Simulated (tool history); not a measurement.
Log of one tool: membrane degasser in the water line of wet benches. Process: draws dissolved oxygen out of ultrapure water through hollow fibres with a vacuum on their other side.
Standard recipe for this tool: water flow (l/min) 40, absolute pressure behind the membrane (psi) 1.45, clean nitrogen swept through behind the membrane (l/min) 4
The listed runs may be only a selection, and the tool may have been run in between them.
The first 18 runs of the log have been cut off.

run,hour,water flow (l/min),absolute pressure behind the membrane (psi),clean nitrogen swept through behind the membrane (l/min),hours since the membrane was changed,hours since the vacuum gauge was calibrated,hours since the vacuum lines were made tight,dissolved oxygen in the water behind the degasser (ppb),pressure that the water loses in the fibres (psi)
19,4192.9,40,1.45,4,6221,3105,2392,267.5,5.939
20,4514.8,40,1.45,4,6543,3427,2714,271.2,5.996
# hour 4625.1: seals of the vacuum lines changed
21,4684.3,40,1.45,4,6710,3594,59,267.2,6.003
22,4889.6,40,1.45,4,6915,3800,264,265.6,5.926
23,5056.6,25,2.99,4,7082,3967,432,288.1,3.658
24,5359.3,40,2.16,3.02,7385,4269,734,453.9,5.941
25,5501.4,43,1.64,1.8,7527,4412,876,523,6.287
26,5699.8,36,1.52,3.32,7725,4610,1075,267.3,5.321
27,5959,31,2.15,4,7985,4869,1334,267.6,4.569
28,6260.5,59,1.73,4.19,8286,5171,1635,491.5,8.679
# hour 6493.2: gauge calibrated
# hour 6546.5: membrane cartridge changed
29,6597.7,59,1.45,4.19,51,5504,1969,434.1,8.863
30,6812,59,1.45,4.19,266,5718,2183,437.2,8.863
31,7125.5,27,1.96,8.23,579,6032,2496,125.2,4.009
32,7328.5,27,1.96,8.23,782,6235,2699,127,4.032
# hour 7448.2: seals of the vacuum lines changed
33,7530.7,27,1.96,8.23,982,6435,83,127,4.087

Predict each of these 3 candidate next runs independently; none follows another, all start after run 33:
A,7824.7,53,1,4,1276,6729,377,?,?
B,7824.7,40,1.1,1.64,1276,6729,377,?,?
C,7824.7,40,2.06,4,1276,6729,377,?,?

run,dissolved oxygen in the water behind the degasser (ppb),pressure that the water loses in the fibres (psi)
A,304,7.906
B,331.3,5.977
C,358.4,5.947
What these runs would have given with no unlogged condition in the tool:
run,dissolved oxygen in the water behind the degasser (ppb),pressure that the water loses in the fibres (psi)
A,303.7,8
B,331,6.048
C,358.2,6.018
